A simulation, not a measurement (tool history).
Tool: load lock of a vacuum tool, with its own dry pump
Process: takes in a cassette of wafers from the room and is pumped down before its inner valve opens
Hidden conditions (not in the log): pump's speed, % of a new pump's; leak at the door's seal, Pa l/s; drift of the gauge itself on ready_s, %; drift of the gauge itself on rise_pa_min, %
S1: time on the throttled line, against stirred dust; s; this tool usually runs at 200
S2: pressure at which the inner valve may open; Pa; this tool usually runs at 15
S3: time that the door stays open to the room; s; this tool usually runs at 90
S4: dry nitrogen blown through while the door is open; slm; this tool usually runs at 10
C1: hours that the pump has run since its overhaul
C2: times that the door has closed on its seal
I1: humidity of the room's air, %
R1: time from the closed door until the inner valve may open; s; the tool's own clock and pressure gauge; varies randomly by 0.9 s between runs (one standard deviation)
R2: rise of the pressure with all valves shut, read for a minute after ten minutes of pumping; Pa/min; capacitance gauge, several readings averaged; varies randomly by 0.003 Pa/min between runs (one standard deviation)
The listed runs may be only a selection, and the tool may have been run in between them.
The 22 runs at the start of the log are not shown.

run 23 hour=7982.8 | S1=200 S2=24 S3=90 S4=4 | C1=3223 C2=8660 | I1=45 | R1=240.3 R2=0.063
run 24 hour=8417.8 | S1=200 S2=24 S3=90 S4=4 | C1=3657 C2=9533 | I1=49 | R1=240.3 R2=0.07
run 25 hour=8882.1 | S1=156 S2=19 S3=118 S4=21 | C1=4122 C2=10466 | I1=44.9 | R1=203 R2=0.067
run 26 hour=9254.3 | S1=105 S2=30 S3=181 S4=10 | C1=4494 C2=11213 | I1=43.9 | R1=151.9 R2=0.073
run 27 hour=9719.2 | S1=200 S2=17 S3=73 S4=13 | C1=4959 C2=12146 | I1=45.9 | R1=244.3 R2=0.074
run 28 hour=10140.4 | S1=200 S2=10 S3=27 S4=16 | C1=5380 C2=12992 | I1=47.4 | R1=247.9 R2=0.073
run 29 hour=10451.3 | S1=200 S2=10 S3=27 S4=16 | C1=5691 C2=13616 | I1=41.7 | R1=247.3 R2=0.075
run 30 hour=10874.8 | S1=200 S2=10 S3=27 S4=16 | C1=6114 C2=14466 | I1=43.2 | R1=247.9 R2=0.081
run 31 hour=11100 | S1=231 S2=15 S3=171 S4=10 | C1=6340 C2=14919 | I1=45.3 | R1=273.5 R2=0.102
run 32 hour=11435.5 | S1=200 S2=12 S3=90 S4=8 | C1=6675 C2=15592 | I1=44.2 | R1=246 R2=0.1
run 33 hour=11881.8 | S1=200 S2=12 S3=90 S4=8 | C1=7122 C2=16488 | I1=40.9 | R1=248.4 R2=0.108
run 34 hour=12104.7 | S1=200 S2=15 S3=37 S4=10 | C1=7344 C2=16936 | I1=43.7 | R1=244.2 R2=0.1
run 35 hour=12311.8 | S1=332 S2=18 S3=80 S4=24 | C1=7552 C2=17351 | I1=42 | R1=364.8 R2=0.103
run 36 hour=12687.1 | S1=332 S2=18 S3=80 S4=24 | C1=7927 C2=18105 | I1=46.7 | R1=365.4 R2=0.109

Alternative continuations, all from the tool just after run 36; predict every row:
run A hour=13077.4 | S1=200 S2=15 S3=154 S4=8 | C1=8317 C2=18888 | I1=45.9 | R1=? R2=?
run B hour=13077.4 | S1=332 S2=14 S3=80 S4=7 | C1=8317 C2=18888 | I1=47.5 | R1=? R2=?
run C hour=13077.4 | S1=200 S2=15 S3=135 S4=7 | C1=8317 C2=18888 | I1=44.8 | R1=? R2=?
run D hour=13077.4 | S1=233 S2=15 S3=102 S4=7 | C1=8317 C2=18888 | I1=43.2 | R1=? R2=?

run=A R1=244.8 R2=0.136
run=B R1=365.3 R2=0.125
run=C R1=246.1 R2=0.125
run=D R1=274.4 R2=0.121
Without the tool's hidden state the same runs would have given:
run=A R1=241.5 R2=0.036
run=B R1=362.9 R2=0.025
run=C R1=242.8 R2=0.025
run=D R1=271.4 R2=0.024

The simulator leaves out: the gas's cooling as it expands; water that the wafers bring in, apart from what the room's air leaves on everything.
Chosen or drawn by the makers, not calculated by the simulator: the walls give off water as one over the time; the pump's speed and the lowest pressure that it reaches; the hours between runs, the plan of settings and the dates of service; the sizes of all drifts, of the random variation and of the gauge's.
